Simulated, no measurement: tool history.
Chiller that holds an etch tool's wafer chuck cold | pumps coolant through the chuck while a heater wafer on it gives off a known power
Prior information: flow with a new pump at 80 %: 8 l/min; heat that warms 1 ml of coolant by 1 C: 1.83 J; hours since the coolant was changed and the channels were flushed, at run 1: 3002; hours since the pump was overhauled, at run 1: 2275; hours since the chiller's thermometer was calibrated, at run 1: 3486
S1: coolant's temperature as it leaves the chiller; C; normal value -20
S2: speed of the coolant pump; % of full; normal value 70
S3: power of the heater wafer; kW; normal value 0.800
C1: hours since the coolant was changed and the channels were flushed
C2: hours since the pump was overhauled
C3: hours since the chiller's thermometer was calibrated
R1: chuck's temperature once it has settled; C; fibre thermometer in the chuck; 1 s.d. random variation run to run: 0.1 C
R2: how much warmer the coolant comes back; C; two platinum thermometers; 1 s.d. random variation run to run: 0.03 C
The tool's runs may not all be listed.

run	day	S1	S2	S3	C1	C2	C3	R1	R2
1	0.000	-20	70	0.800	3002	2275	3486	-8.0	3.85
2	4.842	-20	70	0.800	3118	2391	3603	-8.1	3.84
3	12.300	-20	70	0.800	3297	2570	3782	-7.9	3.83
4	18.338	-20	70	0.662	3442	2715	3927	-9.9	3.22
5	22.683	-20	70	0.662	3546	2820	4031	-9.9	3.21
6	29.154	-20	70	0.800	3702	2975	4186	-7.5	3.89
7	33.533	-20	70	0.800	3807	3080	4291	-7.8	3.88
8	40.446	-20	70	0.800	3973	3246	4457	-7.4	3.90
9	46.896	-20	70	0.800	4127	3401	4612	-7.4	3.92
10	52.925	-20	70	0.800	4272	3545	4757	-7.4	3.86
11	57.025	-20	70	0.800	4370	3644	4855	-7.4	3.94
# day 57.617: chiller's thermometer calibrated
12	62.388	-20	70	0.800	4498	3771	115	-7.3	3.92
13	66.188	-20	70	0.800	4589	3863	206	-6.9	3.91
14	69.854	-20	70	0.800	4677	3951	294	-7.0	3.94
15	75.946	-20	70	0.800	4824	4097	440	-6.8	3.87
16	80.608	-20	70	0.800	4935	4209	552	-6.9	4.00
17	85.417	-13	66	0.408	5051	4324	667	-5.7	2.13
18	90.046	-13	89	0.552	5162	4435	778	-5.3	2.12
19	94.825	-20	70	0.830	5277	4550	893	-6.2	4.03
# day 96.554: chiller's thermometer calibrated, once more
20	102.167	-20	70	0.830	5452	4725	135	-6.3	4.12

What does the tool deliver on the next run?
21	105.700	-16	90	0.458	5537	4810	220	?	?

For run 21 the tool returned R1 -9.6 C, R2 1.82 C.
If the tool had no hidden condition, the same run with the same run-to-run variation would have returned R1 -11.0 C, R2 1.72 C.
